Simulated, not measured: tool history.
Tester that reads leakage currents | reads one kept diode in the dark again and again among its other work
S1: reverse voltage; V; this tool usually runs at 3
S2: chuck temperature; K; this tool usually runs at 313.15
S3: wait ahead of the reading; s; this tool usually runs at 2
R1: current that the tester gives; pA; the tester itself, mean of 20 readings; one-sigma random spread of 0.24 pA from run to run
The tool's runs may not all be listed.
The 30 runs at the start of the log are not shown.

run,day,S1,S2,S3,R1
31,256.392,10.4,293.15,1.24,41.63
32,265.112,5.92,308.15,1.24,83.42
33,274.229,5.92,310.15,1.06,97.64
# day 276.288: chuck's temperature calibrated
34,284.333,5.92,310.15,1.06,90.93
35,294.667,5.92,310.15,1.06,93.73
36,306.662,2.86,296.15,0.94,29.44
# day 309.929: probe card cleaned and baked
37,316.171,2.86,296.15,0.94,27.47
# day 320.108: chuck's temperature calibrated
38,328.65,2.86,296.15,0.94,25.08
39,336.654,3,316.15,2.02,99.12
40,344.654,2.52,297.15,2.02,26.79

Here are 3 independent what-if runs from the current tool condition. What would each one return?
A,349.671,1.34,294.15,0.31,?
B,349.671,1.73,313.15,3.62,?
C,349.671,9.26,315.15,0.5,?

run,R1
A,18.31
B,68.96
C,154.3
The same runs, with their run-to-run variation unchanged, on a tool lacking any hidden condition would have given:
run,R1
A,16.47
B,63.16
C,140.57
